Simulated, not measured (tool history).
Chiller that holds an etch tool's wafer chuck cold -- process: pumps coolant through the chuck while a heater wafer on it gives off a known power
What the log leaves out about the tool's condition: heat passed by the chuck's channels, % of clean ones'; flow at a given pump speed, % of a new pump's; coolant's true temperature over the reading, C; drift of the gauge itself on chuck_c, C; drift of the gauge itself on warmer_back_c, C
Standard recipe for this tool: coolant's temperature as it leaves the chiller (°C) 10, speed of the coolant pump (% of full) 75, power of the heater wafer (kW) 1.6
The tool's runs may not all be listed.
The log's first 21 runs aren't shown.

run	hour	coolant's temperature as it leaves the chiller (°C)	speed of the coolant pump (% of full)	power of the heater wafer (kW)	hours since the coolant was changed and the channels were flushed	hours since the pump was overhauled	hours since the chiller's thermometer was calibrated	chuck's temperature once it has settled (°C)	how much warmer the coolant comes back (C)
# hour 3050.1: coolant changed, channels flushed
22	3195	10	91	0.869	145	1684	1303	18.8	2.37
23	3351.6	19	75	1.359	301	1840	1459	34.8	4.52
24	3484.1	19	66	1.264	434	1973	1592	35.3	4.87
25	3629	11	74	2.079	579	2118	1737	35.6	7.02
26	3781.3	11	74	2.079	731	2270	1889	35.8	7.06
27	3970.1	18	75	1.871	920	2459	2078	39.8	6.26
28	4062.6	9	91	2.17	1012	2551	2170	30.8	5.75
29	4199.7	1	66	2.04	1150	2688	2307	27.3	7.85
30	4358.7	9	66	2.04	1309	2847	2466	35.5	7.88
31	4526.2	9	66	2.04	1476	3015	2634	35.4	7.84

What if the next run were any one of these 5? Each begins from the tool's condition after run 31:
A	4633.2	9	87	2.04	1583	3122	2741	?	?
B	4633.2	7	66	1.256	1583	3122	2741	?	?
C	4633.2	10	75	1.252	1583	3122	2741	?	?
D	4633.2	19	66	1.244	1583	3122	2741	?	?
E	4633.2	17	75	1.6	1583	3122	2741	?	?

run	chuck's temperature once it has settled (°C)	how much warmer the coolant comes back (C)
A	30.4	5.78
B	23	4.83
C	24.7	4.18
D	35.2	4.76
E	35.6	5.39
The same runs, with their run-to-run variation unchanged, on a tool lacking any hidden condition would have given:
run	chuck's temperature once it has settled (°C)	how much warmer the coolant comes back (C)
A	30.3	5.77
B	23	4.83
C	24.7	4.17
D	35.2	4.75
E	35.6	5.38
